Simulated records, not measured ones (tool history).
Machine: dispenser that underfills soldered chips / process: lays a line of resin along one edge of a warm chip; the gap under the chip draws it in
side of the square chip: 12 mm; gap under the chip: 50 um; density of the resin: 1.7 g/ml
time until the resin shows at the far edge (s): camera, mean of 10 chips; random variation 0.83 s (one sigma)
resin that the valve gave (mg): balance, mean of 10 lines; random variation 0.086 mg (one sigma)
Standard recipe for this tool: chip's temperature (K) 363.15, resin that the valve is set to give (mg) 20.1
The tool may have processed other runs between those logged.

| run | day | chip's temperature (K) | resin that the valve is set to give (mg) | time until the resin shows at the far edge (s) | resin that the valve gave (mg) |
|---|---|---|---|---|---|
| 1 | 0 | 363.15 | 20.1 | 94.3 | 19.53 |
| 2 | 0.104 | 363.15 | 20.7 | 102.2 | 20.14 |
| 3 | 0.221 | 363.15 | 20.7 | 116.8 | 19.97 |
|  | 0.275 | new syringe of resin |
| 4 | 0.425 | 363.15 | 20.7 | 88.7 | 19.82 |
| 5 | 0.621 | 363.15 | 20.7 | 110.5 | 19.85 |
|  | 0.708 | new syringe of resin |
| 6 | 0.854 | 363.15 | 20.7 | 91 | 19.83 |
| 7 | 1.079 | 363.15 | 20.9 | 115.4 | 20.15 |
|  | 1.146 | new syringe of resin |
| 8 | 1.283 | 363.15 | 20.1 | 89.3 | 19.2 |
| 9 | 1.429 | 363.15 | 20.1 | 104 | 19.24 |
| 10 | 1.542 | 363.15 | 17.3 | 119 | 16.61 |
|  | 1.596 | new syringe of resin |
|  | 1.658 | dispensing valve cleaned and set on the balance |
| 11 | 1.738 | 363.15 | 17.3 | 90 | 17.31 |
| 12 | 1.858 | 374.15 | 20.7 | 69.5 | 20.61 |
|  | 2.071 | new syringe of resin |
| 13 | 2.104 | 374.15 | 20.7 | 56.4 | 20.74 |
| 14 | 2.242 | 375.15 | 20.4 | 64.7 | 20.18 |
| 15 | 2.371 | 378.15 | 21.4 | 67.5 | 21.16 |
|  | 2.521 | new syringe of resin |
| 16 | 2.55 | 378.15 | 21.4 | 50 | 21.28 |
| 17 | 2.688 | 378.15 | 21.4 | 56.1 | 21.02 |
| 18 | 2.804 | 378.15 | 21.4 | 66.1 | 21.29 |
|  | 2.958 | new syringe of resin |
| 19 | 3.021 | 378.15 | 24.6 | 50.9 | 24.27 |
| 20 | 3.183 | 378.15 | 24.6 | 61 | 24.37 |
| 21 | 3.333 | 363.15 | 22.1 | 111.3 | 21.76 |
|  | 3.4 | new syringe of resin |
| 22 | 3.5 | 363.15 | 20.7 | 86.2 | 20.38 |

Had the tool no unlogged condition, and each run kept its random variation, what would the results have been?
Hidden state present: resin's viscosity, % of fresh resin's; dose that the valve gives, % of what is set; true chip temperature over the reading, C; drift of the gauge itself on fill_s, %; drift of the gauge itself on given_mg, %.
| run | time until the resin shows at the far edge (s) | resin that the valve gave (mg) |
|---|---|---|
| 1 | 79.9 | 20.16 |
| 2 | 77.6 | 20.81 |
| 3 | 78.1 | 20.65 |
| 4 | 77.7 | 20.53 |
| 5 | 78.4 | 20.6 |
| 6 | 78.3 | 20.62 |
| 7 | 78.3 | 20.99 |
| 8 | 78 | 20.03 |
| 9 | 78 | 20.1 |
| 10 | 78.7 | 17.36 |
| 11 | 80.7 | 17.35 |
| 12 | 54.8 | 20.67 |
| 13 | 55.3 | 20.84 |
| 14 | 54.8 | 20.3 |
| 15 | 49.6 | 21.31 |
| 16 | 49.5 | 21.46 |
| 17 | 48 | 21.23 |
| 18 | 50.1 | 21.51 |
| 19 | 48.7 | 24.56 |
| 20 | 49 | 24.7 |
| 21 | 76.4 | 22.08 |
| 22 | 78.1 | 20.7 |

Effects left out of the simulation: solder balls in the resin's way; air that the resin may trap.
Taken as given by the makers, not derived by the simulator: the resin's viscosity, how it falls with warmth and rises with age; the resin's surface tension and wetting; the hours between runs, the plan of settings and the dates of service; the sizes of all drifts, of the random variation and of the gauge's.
